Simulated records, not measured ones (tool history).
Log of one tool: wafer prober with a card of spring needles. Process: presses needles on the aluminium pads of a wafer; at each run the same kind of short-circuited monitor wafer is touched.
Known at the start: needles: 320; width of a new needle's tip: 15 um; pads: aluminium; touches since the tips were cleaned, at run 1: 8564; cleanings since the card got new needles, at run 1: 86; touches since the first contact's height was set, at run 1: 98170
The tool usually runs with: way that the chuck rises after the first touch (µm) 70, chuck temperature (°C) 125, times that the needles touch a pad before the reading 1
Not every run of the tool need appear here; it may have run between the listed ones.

run   hour  way that the chuck rises after the first touch (µm)  chuck temperature (°C)  times that the needles touch a pad before the reading  touches since the tips were cleaned  cleanings since the card got new needles  touches since the first contact's height was set  resistance of one needle with its contact and lead (mohm)  way that a needle slides on the pad (µm)
  1      0                                                   70                     125                                                      1                                 8564                                        86                                             98170                                                        317                                     14.86
       3.2  -- tips cleaned on abrasive film
      15.6  -- tips cleaned on abrasive film
        28  -- tips cleaned on abrasive film
      40.4  -- tips cleaned on abrasive film
  2   43.2                                                   70                     125                                                      1                                 1991                                        90                                            129283                                                        287                                     14.78
      46.5  -- height of the first contact set anew
      55.9  -- tips cleaned on abrasive film
      68.3  -- tips cleaned on abrasive film
      83.8  -- tips cleaned on abrasive film
      97.6  -- tips cleaned on abrasive film
  3   97.6                                                   70                     125                                                      1                                    0                                        94                                             36870                                                        280                                     15.02
     113.1  -- tips cleaned on abrasive film
     125.5  -- tips cleaned on abrasive film
     137.9  -- tips cleaned on abrasive film
  4    145                                                   75                     125                                                      1                                 5192                                        97                                             71184                                                        306                                     16.07
     151.3  -- tips cleaned on abrasive film
     163.7  -- tips cleaned on abrasive film
     179.2  -- tips cleaned on abrasive film
  5    191                                                   75                     125                                                      1                                 8598                                       100                                            104422                                                        310                                     15.92
     194.2  -- tips cleaned on abrasive film
     206.6  -- tips cleaned on abrasive film
     222.1  -- tips cleaned on abrasive film
     228.6  -- height of the first contact set anew
     234.8  -- tips cleaned on abrasive film
     247.2  -- tips cleaned on abrasive film
  6  256.9                                                   70                     125                                                      1                                 7023                                       105                                             20464                                                        315                                     15.03
     260.1  -- tips cleaned on abrasive film
     275.6  -- tips cleaned on abrasive film
       288  -- tips cleaned on abrasive film
     300.4  -- tips cleaned on abrasive film
     312.8  -- tips cleaned on abrasive film
     326.1  -- tips cleaned on abrasive film
  7  326.1                                                   70                     125                                                      1                                    0                                       111                                             70413                                                        280                                     14.84
     338.5  -- tips cleaned on abrasive film
     350.9  -- tips cleaned on abrasive film
     366.4  -- tips cleaned on abrasive film
     378.8  -- tips cleaned on abrasive film
  8  386.9                                                   70                     125                                                      1                                 5886                                       115                                            114383                                                        312                                     14.87
     393.2  -- tips cleaned on abrasive film
     405.6  -- tips cleaned on abrasive film
     412.1  -- height of the first contact set anew
     421.4  -- tips cleaned on abrasive film
     436.9  -- tips cleaned on abrasive film
     451.8  -- tips cleaned on abrasive film
  9  451.8                                                   70                     125                                                      1                                    0                                       120                                             28678                                                        276                                        15
     464.2  -- tips cleaned on abrasive film
     476.6  -- tips cleaned on abrasive film
 10  485.5                                                   88                     125                                                      3                                 6480                                       122                                             53080                                                        281                                     18.96
     491.8  -- tips cleaned on abrasive film
     504.2  -- tips cleaned on abrasive film
     519.7  -- tips cleaned on abrasive film
     535.1  -- tips cleaned on abrasive film
     547.8  -- tips cleaned on abrasive film
 11  547.8                                                   88                      27                                                      2                                    0                                       127                                             98078                                                        250                                     18.83
     560.3  -- tips cleaned on abrasive film
     575.7  -- tips cleaned on abrasive film
     588.2  -- tips cleaned on abrasive film
     594.6  -- height of the first contact set anew
     603.9  -- tips cleaned on abrasive film
 12  613.4                                                   70                      28                                                      1                                 6900                                       131                                             13620                                                        300                                     15.09
     616.6  -- tips cleaned on abrasive film
       629  -- tips cleaned on abrasive film
     641.4  -- tips cleaned on abrasive film
     653.8  -- tips cleaned on abrasive film
 13  656.1                                                   70                      28                                                      1                                 1644                                       135                                             44387                                                        272                                     15.05
     668.5  -- tips cleaned on abrasive film
     680.9  -- tips cleaned on abrasive film
     696.4  -- tips cleaned on abrasive film
     711.9  -- tips cleaned on abrasive film
 14  722.7                                                   62                      38                                                      1                                 7832                                       139                                             92543                                                        314                                     13.15
     725.9  -- tips cleaned on abrasive film
     738.3  -- tips cleaned on abrasive film
     753.8  -- tips cleaned on abrasive film
     766.2  -- tips cleaned on abrasive film
     775.7  -- height of the first contact set anew
     778.9  -- tips cleaned on abrasive film
     791.3  -- tips cleaned on abrasive film
 15  792.6                                                   81                      45                                                      1                                  942                                       145                                             12144                                                        270                                     17.43
       805  -- tips cleaned on abrasive film
     820.5  -- tips cleaned on abrasive film
       836  -- tips cleaned on abrasive film
     851.5  -- tips cleaned on abrasive film
 16  852.9                                                   53                      30                                                      1                                  998                                       149                                             55706                                                        287                                     11.28
     865.3  -- tips cleaned on abrasive film
     877.7  -- tips cleaned on abrasive film
     890.1  -- tips cleaned on abrasive film
 17  892.2                                                   58                      34                                                      3                                 1559                                       152                                             84149                                                        265                                     12.28
     904.6  -- tips cleaned on abrasive film
     920.1  -- tips cleaned on abrasive film
 18  932.3                                                   58                      34                                                      3                                 8870                                       154                                            113181                                                        287                                     12.27

Run by run, hidden condition taken away, random variation retained:
What the log doesn't record here: debris on the tips, nm; way that the needles fall short of the set height, um; tips' diameter, um; drift of the gauge itself on contact_mohm, %; drift of the gauge itself on scrub_um, %.
run  resistance of one needle with its contact and lead (mohm)  way that a needle slides on the pad (µm)
  1                                                        275                                     15.08
  2                                                        270                                      15.1
  3                                                        275                                     15.12
  4                                                        275                                     16.24
  5                                                        271                                     16.16
  6                                                        273                                     15.08
  7                                                        274                                     15.04
  8                                                        274                                     15.17
  9                                                        270                                     15.07
 10                                                        270                                     19.07
 11                                                        246                                     19.07
 12                                                        250                                     15.11
 13                                                        252                                     15.17
 14                                                        250                                     13.38
 15                                                        256                                     17.48
 16                                                        254                                     11.43
 17                                                        249                                      12.5
 18                                                        253                                     12.54
